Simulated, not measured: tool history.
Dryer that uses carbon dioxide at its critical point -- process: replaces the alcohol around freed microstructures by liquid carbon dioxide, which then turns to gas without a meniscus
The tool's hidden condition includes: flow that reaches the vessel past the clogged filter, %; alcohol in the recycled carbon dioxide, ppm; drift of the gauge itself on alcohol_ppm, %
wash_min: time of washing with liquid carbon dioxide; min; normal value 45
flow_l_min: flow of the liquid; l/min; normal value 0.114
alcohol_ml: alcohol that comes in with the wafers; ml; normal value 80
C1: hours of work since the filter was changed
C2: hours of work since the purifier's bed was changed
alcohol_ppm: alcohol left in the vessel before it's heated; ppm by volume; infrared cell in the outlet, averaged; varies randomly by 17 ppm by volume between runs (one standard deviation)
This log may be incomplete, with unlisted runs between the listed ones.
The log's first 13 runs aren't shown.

Run 14, hour 398.8: usual settings; C1 228; C2 583. Result: alcohol_ppm 1407 ppm by volume.
Run 15, hour 440.6: usual settings; C1 258; C2 614. Result: alcohol_ppm 1465 ppm by volume.
Run 16, hour 461.8: usual settings; C1 274; C2 630. Result: alcohol_ppm 1463 ppm by volume.
Run 17, hour 503.4: usual settings but alcohol_ml 34 ml; C1 305; C2 660. Result: alcohol_ppm 679 ppm by volume.
Run 18, hour 535.9: usual settings but alcohol_ml 34 ml; C1 329; C2 684. Result: alcohol_ppm 705 ppm by volume.
At hour 540.8: purifier's bed changed.
Run 19, hour 572.9: usual settings but alcohol_ml 34 ml; C1 354; C2 24. Result: alcohol_ppm 638 ppm by volume.
Run 20, hour 592.1: usual settings but wash_min 71 min, alcohol_ml 49 ml; C1 368; C2 38. Result: alcohol_ppm 106 ppm by volume.
Run 21, hour 618.6: usual settings but wash_min 37 min, flow_l_min 0.096 l/min, alcohol_ml 28 ml; C1 387; C2 57. Result: alcohol_ppm 1847 ppm by volume.
Run 22, hour 652.6: usual settings but wash_min 41 min, flow_l_min 0.068 l/min, alcohol_ml 89 ml; C1 413; C2 82. Result: alcohol_ppm 9995 ppm by volume.
Run 23, hour 677.9: usual settings but wash_min 53 min, flow_l_min 0.167 l/min, alcohol_ml 43 ml; C1 431; C2 101. Result: alcohol_ppm 86 ppm by volume.
Run 24, hour 711.7: usual settings but wash_min 53 min, flow_l_min 0.167 l/min, alcohol_ml 43 ml; C1 456; C2 126. Result: alcohol_ppm 85 ppm by volume.
Run 25, hour 733.8: usual settings but wash_min 53 min, flow_l_min 0.167 l/min, alcohol_ml 43 ml; C1 472; C2 142. Result: alcohol_ppm 82 ppm by volume.
Run 26, hour 756.0: usual settings but wash_min 53 min, flow_l_min 0.167 l/min, alcohol_ml 43 ml; C1 489; C2 159. Result: alcohol_ppm 86 ppm by volume.
Run 27, hour 777.7: usual settings but wash_min 37 min, flow_l_min 0.193 l/min, alcohol_ml 38 ml; C1 505; C2 175. Result: alcohol_ppm 261 ppm by volume.
Run 28, hour 814.6: usual settings but wash_min 40 min, flow_l_min 0.106 l/min, alcohol_ml 97 ml; C1 532; C2 202. Result: alcohol_ppm 4220 ppm by volume.
Run 29, hour 850.4: usual settings but flow_l_min 0.149 l/min; C1 558; C2 228. Result: alcohol_ppm 672 ppm by volume.
At hour 863.3: inlet filter changed.
Run 30, hour 883.8: usual settings but flow_l_min 0.146 l/min, alcohol_ml 55 ml; C1 15; C2 252. Result: alcohol_ppm 252 ppm by volume.
Run 31, hour 904.7: usual settings but wash_min 59 min, flow_l_min 0.154 l/min, alcohol_ml 41 ml; C1 31; C2 268. Result: alcohol_ppm 56 ppm by volume.
Run 32, hour 937.0: usual settings but wash_min 66 min, flow_l_min 0.108 l/min, alcohol_ml 108 ml; C1 54; C2 292. Result: alcohol_ppm 313 ppm by volume.
Run 33, hour 978.8: usual settings but wash_min 66 min, flow_l_min 0.108 l/min, alcohol_ml 108 ml; C1 85; C2 322. Result: alcohol_ppm 335 ppm by volume.
Run 34, hour 1002.8: usual settings but wash_min 66 min, flow_l_min 0.108 l/min, alcohol_ml 108 ml; C1 103; C2 340. Result: alcohol_ppm 338 ppm by volume.
Run 35, hour 1035.5: usual settings but wash_min 32 min; C1 127; C2 364. Result: alcohol_ppm 4159 ppm by volume.
Run 36, hour 1054.4: usual settings but wash_min 29 min, flow_l_min 0.146 l/min, alcohol_ml 43 ml; C1 141; C2 378. Result: alcohol_ppm 1457 ppm by volume.
Run 37, hour 1080.9: usual settings but wash_min 28 min, flow_l_min 0.152 l/min, alcohol_ml 33 ml; C1 161; C2 398. Result: alcohol_ppm 1158 ppm by volume.

Each row is a separate what-if for the run after 37, all from the same tool condition, not one after another. Results?
Run A, hour 1101.7: usual settings but flow_l_min 0.121 l/min; C1 176; C2 413. Result: alcohol_ppm ?.
Run B, hour 1101.7: usual settings but wash_min 28 min, flow_l_min 0.104 l/min, alcohol_ml 37 ml; C1 176; C2 413. Result: alcohol_ppm ?.
Run C, hour 1101.7: usual settings but wash_min 42 min, flow_l_min 0.150 l/min; C1 176; C2 413. Result: alcohol_ppm ?.

run  alcohol_ppm
  A         1057
  B         3575
  C          589
Had the tool no hidden state, the same runs would have come out as:
run  alcohol_ppm
  A          832
  B         3174
  C          437
